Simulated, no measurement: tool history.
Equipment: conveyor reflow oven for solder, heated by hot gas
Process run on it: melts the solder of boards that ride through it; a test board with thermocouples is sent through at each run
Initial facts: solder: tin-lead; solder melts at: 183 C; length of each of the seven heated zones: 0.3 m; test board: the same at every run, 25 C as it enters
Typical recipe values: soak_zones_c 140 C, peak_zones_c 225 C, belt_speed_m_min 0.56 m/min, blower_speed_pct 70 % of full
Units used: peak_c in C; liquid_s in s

run,hour,soak_zones_c,peak_zones_c,belt_speed_m_min,blower_speed_pct,peak_c,liquid_s
1,0,140,225,0.56,70,210.4,45.6
2,4.9,143,225,0.56,70,210.6,47
3,11.8,143,225,0.56,70,212.2,46.8
4,22.7,143,225,0.56,70,211.8,47.1
5,30.7,143,225,0.56,70,211.6,46.9
6,36.9,140,225,0.56,51,206.8,41.5
7,44.8,140,225,0.56,51,207,41.2
8,53.9,140,225,0.56,51,207.6,41.2
9,59.1,135,225,0.56,51,206.2,39
10,70.6,140,225,0.657,70,206.1,34.5
# hour 75.5: belt drive overhauled, speed set with a stopwatch
11,81.6,140,225,0.56,70,211.1,46
12,87.6,140,225,0.56,70,211.3,45.4
13,94.2,140,225,0.56,70,210.1,45.4
14,103.7,140,225,0.56,70,209.7,45.4
15,110.7,145,225,0.622,70,209,40.3
16,121.4,145,225,0.574,70,211.2,46.2
17,128.9,140,224,0.56,70,210.3,44.8

Estimate the outcome of run 18 from the log above:
18,133.6,140,233,0.597,75,?,?

Run 18 gave peak_c 217 C, liquid_s 46.2 s.
With no hidden state in the tool, this same run would have given peak_c 218.5 C, liquid_s 46.5 s.
